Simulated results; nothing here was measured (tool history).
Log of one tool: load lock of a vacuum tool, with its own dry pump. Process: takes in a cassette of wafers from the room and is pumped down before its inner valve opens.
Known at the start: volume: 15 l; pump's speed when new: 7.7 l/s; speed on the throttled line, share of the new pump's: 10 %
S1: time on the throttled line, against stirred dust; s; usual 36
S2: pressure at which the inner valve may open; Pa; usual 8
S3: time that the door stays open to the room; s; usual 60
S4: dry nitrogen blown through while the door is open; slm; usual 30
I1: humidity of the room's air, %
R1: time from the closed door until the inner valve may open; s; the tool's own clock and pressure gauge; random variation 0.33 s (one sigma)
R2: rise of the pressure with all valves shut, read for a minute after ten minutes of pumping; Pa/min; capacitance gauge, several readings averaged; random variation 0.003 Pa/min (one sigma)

| run | hour | S1 | S2 | S3 | S4 | I1 | R1 | R2 |
|---|---|---|---|---|---|---|---|---|
| 1 | 0.0 | 36 | 8 | 60 | 30 | 44.8 | 50.7 | 0.028 |
| 2 | 53.3 | 36 | 8 | 60 | 30 | 45.5 | 50.6 | 0.024 |
| 3 | 160.4 | 36 | 8 | 60 | 30 | 43.7 | 50.8 | 0.024 |
| 4 | 265.8 | 36 | 8 | 60 | 30 | 42.8 | 51.0 | 0.020 |
| 5 | 357.2 | 36 | 8 | 60 | 30 | 46.1 | 51.2 | 0.024 |
| 6 | 411.9 | 36 | 8 | 60 | 30 | 42.4 | 51.1 | 0.024 |
| 7 | 489.4 | 36 | 8 | 60 | 30 | 45.9 | 51.2 | 0.025 |
| 8 | 565.0 | 36 | 8 | 174 | 30 | 42.3 | 51.2 | 0.033 |
| 9 | 632.2 | 36 | 8 | 60 | 30 | 44.2 | 51.4 | 0.026 |
| 10 | 709.3 | 36 | 8 | 60 | 30 | 44.7 | 51.3 | 0.026 |
| 11 | 803.1 | 47 | 8 | 60 | 30 | 44.7 | 61.2 | 0.026 |
| 12 | 888.6 | 48 | 8 | 60 | 30 | 47.7 | 62.1 | 0.029 |
| 13 | 964.2 | 48 | 8 | 60 | 19 | 44.5 | 61.0 | 0.033 |
| 14 | 1041.8 | 48 | 8 | 60 | 19 | 47.8 | 61.6 | 0.035 |
| 15 | 1111.5 | 48 | 8 | 60 | 19 | 46.0 | 61.9 | 0.037 |
| 16 | 1230.8 | 20 | 8 | 60 | 19 | 46.2 | 37.1 | 0.038 |
| 17 | 1303.2 | 36 | 9 | 60 | 30 | 43.3 | 50.5 | 0.028 |
| 18 | 1382.2 | 36 | 9 | 60 | 30 | 44.4 | 50.8 | 0.025 |
| 19 | 1476.4 | 36 | 9 | 98 | 30 | 44.3 | 50.4 | 0.029 |
| 20 | 1586.3 | 40 | 8 | 167 | 13 | 38.3 | 54.9 | 0.049 |
| 21 | 1646.2 | 21 | 10 | 201 | 12 | 44.5 | 36.6 | 0.064 |
| 22 | 1737.7 | 36 | 8 | 231 | 30 | 45.7 | 50.8 | 0.045 |
| 23 | 1787.5 | 36 | 8 | 231 | 30 | 47.3 | 50.6 | 0.043 |
| 24 | 1842.5 | 50 | 8 | 57 | 30 | 45.2 | 63.7 | 0.026 |
| 25 | 1927.0 | 50 | 8 | 57 | 30 | 42.8 | 63.0 | 0.030 |
| 26 | 2037.8 | 31 | 12 | 31 | 21 | 48.7 | 44.9 | 0.030 |
| 27 | 2112.6 | 25 | 8 | 52 | 25 | 43.9 | 41.1 | 0.024 |
| 28 | 2211.6 | 25 | 16 | 52 | 25 | 45.2 | 39.7 | 0.034 |
| 29 | 2284.1 | 25 | 16 | 52 | 25 | 44.2 | 39.5 | 0.026 |
| 30 | 2395.6 | 25 | 16 | 52 | 25 | 47.0 | 39.1 | 0.030 |
| 31 | 2447.4 | 28 | 7 | 31 | 25 | 43.4 | 44.9 | 0.019 |
| 32 | 2530.3 | 69 | 8 | 31 | 6 | 44.8 | 80.6 | 0.043 |
| 33 | 2609.2 | 27 | 8 | 202 | 13 | 42.1 | 42.0 | 0.060 |
| 34 | 2723.1 | 36 | 8 | 178 | 34 | 43.0 | 51.2 | 0.036 |
| 35 | 2787.8 | 31 | 9 | 26 | 34 | 47.1 | 46.1 | 0.016 |
| 36 | 2877.4 | 71 | 9 | 34 | 34 | 47.6 | 82.2 | 0.023 |
| 37 | 2940.2 | 36 | 12 | 131 | 30 | 42.8 | 50.1 | 0.029 |

3 ways to go on from here, each from the tool as it stands after run 37. What would each give?
| A | 3037.4 | 36 | 8 | 60 | 33 | 40.1 | ? | ? |
| B | 3037.4 | 36 | 6 | 60 | 19 | 41.4 | ? | ? |
| C | 3037.4 | 36 | 9 | 61 | 13 | 45.7 | ? | ? |

| run | R1 | R2 |
|---|---|---|
| A | 51.4 | 0.021 |
| B | 51.9 | 0.030 |
| C | 51.0 | 0.036 |
Without the tool's hidden state the same runs would have given:
| run | R1 | R2 |
|---|---|---|
| A | 51.4 | 0.021 |
| B | 51.8 | 0.029 |
| C | 51.0 | 0.035 |
